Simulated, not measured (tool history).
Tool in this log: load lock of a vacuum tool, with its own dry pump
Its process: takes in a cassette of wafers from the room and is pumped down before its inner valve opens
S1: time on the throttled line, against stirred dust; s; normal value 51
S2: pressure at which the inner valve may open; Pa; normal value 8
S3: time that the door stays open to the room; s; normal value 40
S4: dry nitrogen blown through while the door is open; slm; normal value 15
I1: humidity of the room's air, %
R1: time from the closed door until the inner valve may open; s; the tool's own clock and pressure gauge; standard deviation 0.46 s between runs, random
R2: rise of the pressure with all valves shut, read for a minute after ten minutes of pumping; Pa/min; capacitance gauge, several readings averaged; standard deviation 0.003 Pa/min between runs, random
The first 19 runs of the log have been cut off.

run	hour	S1	S2	S3	S4	I1	R1	R2
20	5659.8	28	8	83	18	46	57.7	0.024
21	6003	57	9	112	18	44.6	81	0.028
22	6328.3	51	8	171	11	48.2	75.9	0.053
23	6498	51	12	32	35	49.9	75.1	0.016
24	6870.2	51	7	32	35	43.6	77	0.011
25	7177.9	27	8	135	15	42.1	57.2	0.036
26	7490.5	27	8	37	34	45.6	56.9	0.013
# hour 7681.1: dry pump taken out, an overhauled one fitted
27	7691	59	9	189	15	43.5	82.1	0.038
28	8006.9	46	7	32	5	44.3	73.3	0.036
29	8256.2	46	7	187	16	48.2	73	0.045
30	8649.1	46	7	187	16	44	73.2	0.044

What will run 31 give?
31	8997.9	69	14	168	7	47.1	?	?

{"run 31": {"R1": 89.4, "R2": 0.06}}
Minus the tool's unlogged condition, the same run would have read R1 89.4 s, R2 0.06 Pa/min.

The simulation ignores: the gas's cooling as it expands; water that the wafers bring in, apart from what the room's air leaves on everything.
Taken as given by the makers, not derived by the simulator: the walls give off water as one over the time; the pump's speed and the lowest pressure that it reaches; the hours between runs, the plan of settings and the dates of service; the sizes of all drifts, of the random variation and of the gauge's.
